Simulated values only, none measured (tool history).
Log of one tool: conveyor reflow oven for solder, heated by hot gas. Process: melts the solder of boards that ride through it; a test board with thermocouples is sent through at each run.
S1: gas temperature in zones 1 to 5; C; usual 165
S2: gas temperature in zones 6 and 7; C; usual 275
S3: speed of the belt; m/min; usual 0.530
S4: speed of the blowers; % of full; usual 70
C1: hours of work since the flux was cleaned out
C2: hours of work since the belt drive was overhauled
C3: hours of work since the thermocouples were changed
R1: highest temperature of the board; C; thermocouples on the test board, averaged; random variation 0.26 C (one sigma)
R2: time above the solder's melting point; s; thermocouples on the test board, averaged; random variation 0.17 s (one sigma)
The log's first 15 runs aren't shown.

| run | hour | S1 | S2 | S3 | S4 | C1 | C2 | C3 | R1 | R2 |
|---|---|---|---|---|---|---|---|---|---|---|
|  | 175.2 | belt drive overhauled, speed set with a stopwatch |
| 16 | 185.2 | 165 | 275 | 0.578 | 69 | 56 | 5 | 323 | 250.9 | 42.6 |
| 17 | 197.1 | 165 | 275 | 0.578 | 69 | 62 | 12 | 330 | 250.8 | 42.5 |
| 18 | 211.9 | 165 | 275 | 0.578 | 69 | 70 | 20 | 338 | 250.8 | 42.3 |
| 19 | 221.1 | 155 | 267 | 0.580 | 52 | 75 | 25 | 343 | 233.3 | 24.3 |
|  | 235.9 | belt drive overhauled, speed set with a stopwatch, once more |
| 20 | 236.5 | 155 | 267 | 0.580 | 52 | 81 | 0 | 349 | 233.3 | 23.8 |
| 21 | 247.7 | 178 | 269 | 0.530 | 57 | 87 | 6 | 355 | 247.3 | 47.2 |
| 22 | 262.0 | 156 | 268 | 0.573 | 60 | 95 | 14 | 363 | 238.9 | 30.7 |
| 23 | 270.4 | 156 | 268 | 0.423 | 60 | 100 | 19 | 367 | 251.3 | 57.3 |
| 24 | 277.7 | 155 | 275 | 0.451 | 80 | 103 | 23 | 371 | 260.8 | 61.6 |
| 25 | 288.7 | 155 | 275 | 0.451 | 80 | 109 | 28 | 377 | 261.3 | 61.2 |
| 26 | 303.6 | 167 | 275 | 0.622 | 70 | 117 | 37 | 385 | 247.9 | 37.5 |
| 27 | 314.2 | 159 | 269 | 0.622 | 70 | 123 | 42 | 391 | 241.2 | 31.0 |
| 28 | 328.7 | 170 | 280 | 0.636 | 87 | 131 | 50 | 398 | 257.9 | 43.7 |
| 29 | 338.6 | 165 | 275 | 0.495 | 67 | 136 | 55 | 404 | 255.3 | 53.8 |
| 30 | 354.8 | 165 | 275 | 0.495 | 67 | 145 | 64 | 413 | 255.8 | 54.0 |

3 ways to go on from here, each from the tool as it stands after run 30. What would each give?
| A | 368.1 | 179 | 275 | 0.496 | 67 | 152 | 71 | 420 | ? | ? |
| B | 368.1 | 165 | 267 | 0.530 | 66 | 152 | 71 | 420 | ? | ? |
| C | 368.1 | 165 | 275 | 0.427 | 67 | 152 | 71 | 420 | ? | ? |

| run | R1 | R2 |
|---|---|---|
| A | 257.7 | 59.7 |
| B | 246.0 | 42.7 |
| C | 260.7 | 66.9 |
Without the tool's hidden state the same runs would have given:
| run | R1 | R2 |
|---|---|---|
| A | 259.3 | 60.5 |
| B | 247.6 | 44.0 |
| C | 262.3 | 67.8 |

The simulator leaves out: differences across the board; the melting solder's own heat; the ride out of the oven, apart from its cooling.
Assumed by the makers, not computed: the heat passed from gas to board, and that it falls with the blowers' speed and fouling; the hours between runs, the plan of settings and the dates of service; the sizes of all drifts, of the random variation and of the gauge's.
